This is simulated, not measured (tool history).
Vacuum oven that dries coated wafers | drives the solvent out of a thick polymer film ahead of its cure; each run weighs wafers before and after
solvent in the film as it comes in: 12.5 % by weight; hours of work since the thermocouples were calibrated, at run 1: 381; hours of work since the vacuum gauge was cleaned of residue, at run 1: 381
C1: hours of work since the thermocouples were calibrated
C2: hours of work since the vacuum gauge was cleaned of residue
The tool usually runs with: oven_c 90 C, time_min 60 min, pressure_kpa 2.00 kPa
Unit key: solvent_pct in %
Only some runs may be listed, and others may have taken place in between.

Run 1, hour 0.0: usual settings; C1 381; C2 381. Result: solvent_pct 5.51 %.
Run 2, hour 78.7: usual settings; C1 419; C2 419. Result: solvent_pct 5.73 %.
Run 3, hour 147.4: usual settings but oven_c 95 C; C1 452; C2 452. Result: solvent_pct 4.54 %.
Run 4, hour 228.2: usual settings but oven_c 95 C; C1 491; C2 491. Result: solvent_pct 4.60 %.
Run 5, hour 301.4: usual settings but oven_c 95 C; C1 526; C2 526. Result: solvent_pct 4.47 %.
Run 6, hour 383.5: usual settings but oven_c 95 C; C1 565; C2 565. Result: solvent_pct 4.62 %.
Run 7, hour 436.2: usual settings but pressure_kpa 2.26 kPa; C1 590; C2 590. Result: solvent_pct 6.46 %.
Run 8, hour 478.9: usual settings but oven_c 78 C; C1 611; C2 611. Result: solvent_pct 9.45 %.
Run 9, hour 551.2: usual settings but time_min 58 min; C1 646; C2 646. Result: solvent_pct 5.86 %.
Run 10, hour 615.9: usual settings; C1 677; C2 677. Result: solvent_pct 5.80 %.
Run 11, hour 678.1: usual settings but time_min 93 min; C1 706; C2 706. Result: solvent_pct 5.33 %.
Run 12, hour 779.1: usual settings but time_min 93 min; C1 755; C2 755. Result: solvent_pct 5.33 %.
Run 13, hour 868.0: usual settings but time_min 93 min; C1 798; C2 798. Result: solvent_pct 5.39 %.
Run 14, hour 929.8: usual settings but time_min 93 min; C1 827; C2 827. Result: solvent_pct 5.38 %.
Run 15, hour 1020.9: usual settings; C1 871; C2 871. Result: solvent_pct 6.03 %.
Run 16, hour 1095.3: usual settings; C1 907; C2 907. Result: solvent_pct 5.94 %.
Run 17, hour 1146.9: usual settings; C1 931; C2 931. Result: solvent_pct 5.95 %.
Run 18, hour 1227.0: usual settings; C1 970; C2 970. Result: solvent_pct 5.99 %.
Run 19, hour 1301.5: usual settings but oven_c 89 C; C1 1005; C2 1005. Result: solvent_pct 6.22 %.
At hour 1353.6: oven's thermocouples calibrated.
Run 20, hour 1360.9: usual settings but time_min 62 min; C1 3; C2 1033. Result: solvent_pct 6.55 %.
At hour 1374.5: vacuum gauge cleaned of residue and calibrated.
Run 21, hour 1465.6: usual settings but oven_c 99 C, time_min 62 min; C1 53; C2 44. Result: solvent_pct 3.67 %.
Run 22, hour 1511.9: usual settings but oven_c 98 C, time_min 47 min, pressure_kpa 3.02 kPa; C1 75; C2 66. Result: solvent_pct 5.84 %.
Run 23, hour 1557.5: usual settings but time_min 31 min, pressure_kpa 3.92 kPa; C1 97; C2 88. Result: solvent_pct 10.48 %.
Run 24, hour 1631.6: usual settings but time_min 31 min, pressure_kpa 3.92 kPa; C1 133; C2 123. Result: solvent_pct 10.41 %.
Run 25, hour 1680.4: usual settings but oven_c 99 C, time_min 34 min, pressure_kpa 1.99 kPa; C1 156; C2 147. Result: solvent_pct 4.70 %.
Run 26, hour 1772.0: usual settings but oven_c 99 C, time_min 34 min, pressure_kpa 1.99 kPa; C1 200; C2 191. Result: solvent_pct 4.63 %.
Run 27, hour 1856.3: usual settings but oven_c 99 C, time_min 34 min, pressure_kpa 1.99 kPa; C1 240; C2 231. Result: solvent_pct 4.64 %.
Run 28, hour 1945.9: usual settings but oven_c 99 C, time_min 34 min, pressure_kpa 1.99 kPa; C1 283; C2 274. Result: solvent_pct 4.64 %.
Run 29, hour 1999.8: usual settings but oven_c 84 C, time_min 39 min, pressure_kpa 2.02 kPa; C1 309; C2 300. Result: solvent_pct 8.41 %.
Run 30, hour 2049.6: usual settings but pressure_kpa 2.37 kPa; C1 333; C2 324. Result: solvent_pct 6.62 %.
Run 31, hour 2133.9: usual settings but oven_c 87 C, time_min 32 min, pressure_kpa 2.70 kPa; C1 374; C2 364. Result: solvent_pct 9.17 %.
Run 32, hour 2205.9: usual settings but time_min 79 min; C1 408; C2 399. Result: solvent_pct 5.48 %.
Run 33, hour 2266.1: usual settings but time_min 79 min; C1 437; C2 428. Result: solvent_pct 5.57 %.
Run 34, hour 2327.6: usual settings but time_min 79 min; C1 467; C2 457. Result: solvent_pct 5.58 %.
Run 35, hour 2412.3: usual settings but oven_c 93 C, time_min 33 min, pressure_kpa 4.63 kPa; C1 507; C2 498. Result: solvent_pct 10.67 %.
Run 36, hour 2487.2: usual settings but oven_c 93 C, time_min 33 min, pressure_kpa 4.63 kPa; C1 543; C2 534. Result: solvent_pct 10.77 %.
Run 37, hour 2543.6: usual settings but oven_c 93 C, time_min 33 min, pressure_kpa 4.63 kPa; C1 570; C2 561. Result: solvent_pct 10.52 %.
Run 38, hour 2608.7: usual settings but oven_c 93 C, time_min 33 min, pressure_kpa 4.63 kPa; C1 601; C2 592. Result: solvent_pct 10.68 %.
Run 39, hour 2660.8: usual settings but oven_c 76 C, time_min 63 min, pressure_kpa 1.38 kPa; C1 626; C2 617. Result: solvent_pct 8.47 %.
Run 40, hour 2738.1: usual settings but oven_c 80 C, time_min 63 min, pressure_kpa 1.38 kPa; C1 663; C2 654. Result: solvent_pct 7.38 %.
Run 41, hour 2811.6: usual settings but time_min 86 min; C1 699; C2 689. Result: solvent_pct 5.75 %.
Run 42, hour 2912.6: usual settings but time_min 86 min; C1 747; C2 738. Result: solvent_pct 5.55 %.

Alternative continuations, all from the tool just after run 42; predict every row:
Run A, hour 3009.5: usual settings but time_min 50 min, pressure_kpa 1.19 kPa; C1 794; C2 784. Result: solvent_pct ?.
Run B, hour 3009.5: usual settings but oven_c 81 C, pressure_kpa 4.96 kPa; C1 794; C2 784. Result: solvent_pct ?.
Run C, hour 3009.5: usual settings but oven_c 94 C, time_min 41 min, pressure_kpa 4.77 kPa; C1 794; C2 784. Result: solvent_pct ?.
Run D, hour 3009.5: usual settings but time_min 42 min; C1 794; C2 784. Result: solvent_pct ?.
Run E, hour 3009.5: usual settings but oven_c 91 C, time_min 86 min; C1 794; C2 784. Result: solvent_pct ?.

run  solvent_pct
  A         4.60
  B        12.44
  C        10.24
  D         6.61
  E         5.30
With the hidden condition removed and each run's random variation left untouched, the same runs would have given:
run  solvent_pct
  A         4.21
  B        12.44
  C        10.03
  D         6.28
  E         4.84

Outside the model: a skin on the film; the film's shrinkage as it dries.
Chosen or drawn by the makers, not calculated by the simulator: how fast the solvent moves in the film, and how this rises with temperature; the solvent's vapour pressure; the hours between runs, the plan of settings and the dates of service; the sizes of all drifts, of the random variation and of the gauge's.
